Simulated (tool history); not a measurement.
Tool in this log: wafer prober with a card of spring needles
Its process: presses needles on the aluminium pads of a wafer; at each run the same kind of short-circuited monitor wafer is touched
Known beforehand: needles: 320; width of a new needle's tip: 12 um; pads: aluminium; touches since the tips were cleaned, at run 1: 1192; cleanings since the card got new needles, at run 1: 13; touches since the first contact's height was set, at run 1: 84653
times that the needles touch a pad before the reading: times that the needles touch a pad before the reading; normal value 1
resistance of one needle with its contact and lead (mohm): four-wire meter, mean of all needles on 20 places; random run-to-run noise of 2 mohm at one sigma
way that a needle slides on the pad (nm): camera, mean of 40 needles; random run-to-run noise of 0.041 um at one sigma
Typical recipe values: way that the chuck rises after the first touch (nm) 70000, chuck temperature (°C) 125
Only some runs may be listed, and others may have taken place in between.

run   hour  way that the chuck rises after the first touch (nm)  chuck temperature (°C)  times that the needles touch a pad before the reading  touches since the tips were cleaned  cleanings since the card got new needles  touches since the first contact's height was set  resistance of one needle with its contact and lead (mohm)  way that a needle slides on the pad (nm)
  1    0.0                                                70000                     125                                                      1                                 1192                                        13                                             84653                                                        225                                     14930
  2    7.8                                                70000                     125                                                      1                                 4201                                        13                                             87662                                                        234                                     14980
      12.4  -- tips cleaned on abrasive film
  3   18.5                                                70000                      44                                                      1                                 2337                                        14                                             91708                                                        214                                     14950
  4   24.4                                                70000                      44                                                      1                                 4596                                        14                                             93967                                                        221                                     15020
      28.0  -- tips cleaned on abrasive film
  5   30.7                                                70000                      44                                                      1                                 1004                                        15                                             96334                                                        202                                     14960
  6   36.5                                                70000                      44                                                      1                                 3227                                        15                                             98557                                                        217                                     14960
      43.4  -- tips cleaned on abrasive film
  7   46.1                                                70000                      44                                                      1                                 1012                                        16                                            102209                                                        204                                     14890
  8   52.7                                                70000                     125                                                      1                                 3561                                        16                                            104758                                                        234                                     14860
      59.2  -- tips cleaned on abrasive film
  9   62.9                                                70000                     125                                                      1                                 1439                                        17                                            108632                                                        224                                     14790
 10   69.0                                                50000                      47                                                      2                                 3756                                        17                                            110949                                                        225                                     10500
      75.0  -- tips cleaned on abrasive film
 11   77.2                                                70000                      31                                                      1                                  880                                        18                                            114080                                                        202                                     14870
 12   82.8                                                70000                      31                                                      1                                 3001                                        18                                            116201                                                        211                                     14800
 13   90.0                                                54000                      69                                                      2                                 5764                                        18                                            118964                                                        228                                     11400
      90.6  -- tips cleaned on abrasive film
 14   96.7                                                54000                      69                                                      2                                 2328                                        19                                            121483                                                        222                                     11400
 15  101.7                                                54000                      69                                                      2                                 4251                                        19                                            123406                                                        230                                     11350
     106.3  -- tips cleaned on abrasive film
 16  109.0                                                54000                      69                                                      2                                 1040                                        20                                            126185                                                        216                                     11280
 17  115.3                                                72000                      69                                                      2                                 3441                                        20                                            128586                                                        214                                     15290

Selected run-to-run steps in resistance of one needle with its contact and lead (mohm), each split into two signed amounts: the part the tool would show with no hidden state at all (from settings, incoming material and random variation), and the remainder, which goes to the hidden state together with any gauge scatter not common to the measured and the hidden-state-free results:
Unlogged tool condition in this case: debris on the tips, nm; way that the needles fall short of the set height, um; tips' diameter, um; drift of the gauge itself on contact_mohm, %; drift of the gauge itself on scrub_um, %.
Run 4 -> 5: tips cleaned on abrasive film. resistance of one needle with its contact and lead (mohm) -19: hidden state -17, all else -2.
Run 7 -> 8: chuck temperature (°C) 44 -> 125. resistance of one needle with its contact and lead (mohm) +30: hidden state +11, all else +19.
